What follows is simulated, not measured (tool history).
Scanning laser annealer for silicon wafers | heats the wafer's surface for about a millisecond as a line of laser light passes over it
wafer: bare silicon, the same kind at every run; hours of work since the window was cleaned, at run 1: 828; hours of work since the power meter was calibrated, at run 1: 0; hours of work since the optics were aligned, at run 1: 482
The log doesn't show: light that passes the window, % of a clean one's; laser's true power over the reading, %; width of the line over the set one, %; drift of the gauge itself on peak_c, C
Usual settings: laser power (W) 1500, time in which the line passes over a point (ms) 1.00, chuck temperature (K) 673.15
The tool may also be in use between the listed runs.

| run | hour | laser power (W) | time in which the line passes over a point (ms) | chuck temperature (K) | hours of work since the window was cleaned | hours of work since the power meter was calibrated | hours of work since the optics were aligned | highest temperature of the surface (K) |
|---|---|---|---|---|---|---|---|---|
| 1 | 0.0 | 1500 | 1.00 | 673.15 | 828 | 0 | 482 | 1379.15 |
| 2 | 5.5 | 1500 | 1.00 | 673.15 | 832 | 4 | 485 | 1378.15 |
| 3 | 10.2 | 1500 | 1.00 | 673.15 | 835 | 7 | 489 | 1376.15 |
| 4 | 15.3 | 1500 | 1.00 | 673.15 | 838 | 11 | 492 | 1379.15 |
|  | 21.9 | window over the wafer cleaned |
| 5 | 26.4 | 1500 | 1.00 | 673.15 | 3 | 17 | 498 | 1375.15 |
| 6 | 33.4 | 1500 | 1.00 | 673.15 | 8 | 22 | 503 | 1377.15 |
| 7 | 38.3 | 1500 | 1.00 | 673.15 | 11 | 25 | 507 | 1381.15 |
| 8 | 47.0 | 1422 | 0.77 | 691.15 | 17 | 31 | 513 | 1269.15 |
| 9 | 55.0 | 1422 | 0.77 | 691.15 | 23 | 37 | 518 | 1270.15 |
| 10 | 62.8 | 1422 | 0.77 | 691.15 | 28 | 42 | 523 | 1266.15 |
| 11 | 71.7 | 1612 | 1.09 | 673.15 | 34 | 48 | 530 | 1481.15 |
| 12 | 79.4 | 1612 | 1.05 | 673.15 | 40 | 53 | 535 | 1468.15 |
| 13 | 89.2 | 1376 | 1.05 | 673.15 | 46 | 60 | 542 | 1318.15 |
| 14 | 98.7 | 1339 | 0.87 | 658.15 | 53 | 67 | 548 | 1226.15 |

Forecast each of these 4 alternatives for the next run:
| A | 108.8 | 1343 | 1.00 | 673.15 | 60 | 74 | 555 | ? |
| B | 108.8 | 1360 | 0.77 | 674.15 | 60 | 74 | 555 | ? |
| C | 108.8 | 1379 | 0.97 | 658.15 | 60 | 74 | 555 | ? |
| D | 108.8 | 1342 | 1.00 | 673.15 | 60 | 74 | 555 | ? |

| run | highest temperature of the surface (K) |
|---|---|
| A | 1285.15 |
| B | 1217.15 |
| C | 1282.15 |
| D | 1283.15 |
Without the tool's hidden state the same runs would have given:
| run | highest temperature of the surface (K) |
|---|---|
| A | 1285.15 |
| B | 1217.15 |
| C | 1282.15 |
| D | 1284.15 |

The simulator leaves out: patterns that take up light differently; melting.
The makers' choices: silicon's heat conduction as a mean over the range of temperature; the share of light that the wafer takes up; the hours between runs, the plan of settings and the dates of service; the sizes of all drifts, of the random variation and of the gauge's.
